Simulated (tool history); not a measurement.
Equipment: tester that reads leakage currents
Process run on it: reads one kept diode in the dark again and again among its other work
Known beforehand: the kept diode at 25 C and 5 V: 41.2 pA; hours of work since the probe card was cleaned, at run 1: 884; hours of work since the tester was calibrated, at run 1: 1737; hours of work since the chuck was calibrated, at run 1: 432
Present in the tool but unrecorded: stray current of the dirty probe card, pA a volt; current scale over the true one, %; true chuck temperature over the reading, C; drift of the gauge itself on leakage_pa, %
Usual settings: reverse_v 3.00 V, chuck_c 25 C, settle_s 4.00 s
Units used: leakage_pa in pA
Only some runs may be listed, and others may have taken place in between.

run    hour  reverse_v  chuck_c  settle_s  hours of work since the probe card was cleaned  hours of work since the tester was calibrated  hours of work since the chuck was calibrated  leakage_pa
  1     0.0       3.00       25      4.00                                             884                                           1737                                           432       38.21
  2    78.9       3.00       25      4.00                                             929                                           1782                                           476       39.02
  3   138.9       3.00       25      4.00                                             963                                           1816                                           510       39.01
  4   216.4       3.00       32      4.00                                            1007                                           1860                                           554       64.24
  5   294.0       3.00       25      2.51                                            1050                                           1903                                           598       40.13
      300.9  -- chuck's temperature calibrated
  6   342.6       3.00       25      2.51                                            1077                                           1930                                            24       44.02
  7   415.2       3.00       25      4.00                                            1118                                           1971                                            65       44.32
  8   477.1       3.00       25      4.00                                            1153                                           2006                                           100       44.79
      543.7  -- chuck's temperature calibrated, once more
  9   559.8       3.00       25      4.00                                            1198                                           2051                                             9       35.43
 10   631.7       3.00       25      4.00                                            1239                                           2092                                            50       35.72
 11   699.7       3.00       25      4.00                                            1277                                           2130                                            88       36.28
 12   743.0       3.00       25      4.00                                            1302                                           2155                                           113       36.34
 13   781.0       3.00       25      1.55                                            1323                                           2176                                           134       36.89
 14   836.0       3.00       25      1.55                                            1354                                           2207                                           165       37.17
 15   903.1       3.00       25      1.55                                            1392                                           2245                                           203       37.60
 16   965.2       3.00       25      1.55                                            1427                                           2281                                           238       38.05
 17  1032.6       3.00       25      1.56                                            1466                                           2319                                           276       38.08
     1051.3  -- tester calibrated
 18  1101.7       1.74       24      7.22                                            1503                                             28                                           314       28.40
 19  1147.4       1.94       24      7.22                                            1529                                             54                                           340       30.10
 20  1181.9       1.94       24      7.22                                            1549                                             74                                           360       30.48
 21  1248.2       1.94       24      7.22                                            1586                                            111                                           397       30.57
 22  1315.3       3.00       28      4.00                                            1624                                            149                                           435       49.82
 23  1377.3       4.40       37      1.46                                            1659                                            184                                           470      109.79
 24  1443.2       5.36       25      4.00                                            1696                                            221                                           507       54.70
 25  1501.5       9.08       37      2.14                                            1729                                            254                                           540      155.09
 26  1576.2       9.08       37      5.23                                            1772                                            297                                           582      155.65
     1614.6  -- chuck's temperature calibrated
 27  1626.6      12.20       54      0.50                                            1799                                            324                                             7      458.27
 28  1676.5      12.20       54      0.50                                            1827                                            352                                            35      458.86
 29  1725.3       7.43       22      0.93                                            1855                                            380                                            63       50.40
 30  1790.9       1.43       47      5.58                                            1892                                            417                                           100      117.78
 31  1849.6       1.43       47      5.58                                            1925                                            450                                           133      117.81
 32  1897.0       6.67       49      5.87                                            1952                                            477                                           160      260.12
 33  1959.5       6.67       49      4.62                                            1987                                            512                                           195      264.34
 34  2037.3       6.67       49      4.62                                            2031                                            556                                           239      267.05

Consider 5 possible next runs. They are alternatives, not a sequence: every one starts from the tool as it was left by run 34. What does each give?
  A  2098.9       1.30       35      1.13                                            2066                                            591                                           274           ?
  B  2098.9       6.67       25      4.62                                            2066                                            591                                           274           ?
  C  2098.9       9.28       25      4.00                                            2066                                            591                                           274           ?
  D  2098.9       3.00       25      8.88                                            2066                                            591                                           274           ?
  E  2098.9       6.67       38      4.62                                            2066                                            591                                           274           ?

run  leakage_pa
  A       53.00
  B       59.38
  C       70.55
  D       39.24
  E      134.38
Without the tool's hidden state the same runs would have given:
run  leakage_pa
  A       48.75
  B       47.16
  C       54.19
  D       33.15
  E      119.01
